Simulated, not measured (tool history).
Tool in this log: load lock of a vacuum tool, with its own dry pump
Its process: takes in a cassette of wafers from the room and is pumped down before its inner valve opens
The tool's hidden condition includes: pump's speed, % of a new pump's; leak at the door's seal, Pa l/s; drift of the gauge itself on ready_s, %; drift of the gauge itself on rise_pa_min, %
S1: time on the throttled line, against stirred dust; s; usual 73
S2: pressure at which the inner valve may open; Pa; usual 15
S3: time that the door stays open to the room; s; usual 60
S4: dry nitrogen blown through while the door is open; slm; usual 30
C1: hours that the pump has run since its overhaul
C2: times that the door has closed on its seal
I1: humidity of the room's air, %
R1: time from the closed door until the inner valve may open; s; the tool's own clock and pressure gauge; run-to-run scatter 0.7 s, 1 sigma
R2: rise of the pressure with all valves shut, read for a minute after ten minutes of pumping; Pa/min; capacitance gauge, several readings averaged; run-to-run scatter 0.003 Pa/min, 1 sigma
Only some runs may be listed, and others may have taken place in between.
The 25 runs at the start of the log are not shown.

run     hour   S1  S2   S3  S4    C1     C2    I1     R1     R2
 26   8901.9   73  15   60  41   880   7498  42.5  135.7  0.116
 27   9118.4  105  10   30  44  1097   7888  45.2  162.5  0.124
 28   9500.3   39  13   30  44  1479   8577  42.2  113.9  0.128
 29   9951.7   73  15  197  30  1930   9391  44.2  135.6   0.17
 30  10257.5   75  12  179  30  2236   9942  44.9  140.7  0.182
 31  10708.6   75  12  179  30  2687  10755    45  140.9  0.202
 32  11108.2   75  12  179  30  3087  11476  43.1  139.4  0.217
 33  11337.7   73  17   60  40  3316  11889  45.1  135.7  0.208
 34  11737.6   63  15   31  30  3716  12610    42  130.4  0.226
 35  12070.1  115  20   42  18  4049  13210  44.2    165  0.249
 36  12346.8  115  22   42  18  4325  13709  42.5  164.1  0.265
 37  12709.5   73  15   59   9  4688  14363  43.1    138  0.287

Forecast each of these 3 alternatives for the next run:
  A  13189.6  73  19   60  30  5168  15228  45.7   ?   ?
  B  13189.6  73  15  152   9  5168  15228    42   ?   ?
  C  13189.6  73  11   59   9  5168  15228    45   ?   ?

run     R1     R2
  A  135.4  0.302
  B  137.7  0.327
  C  141.6  0.321
Take away the tool's hidden state, keep each run's random variation, and the runs would have read:
run     R1     R2
  A  133.7  0.028
  B  135.8  0.055
  C  139.6  0.046
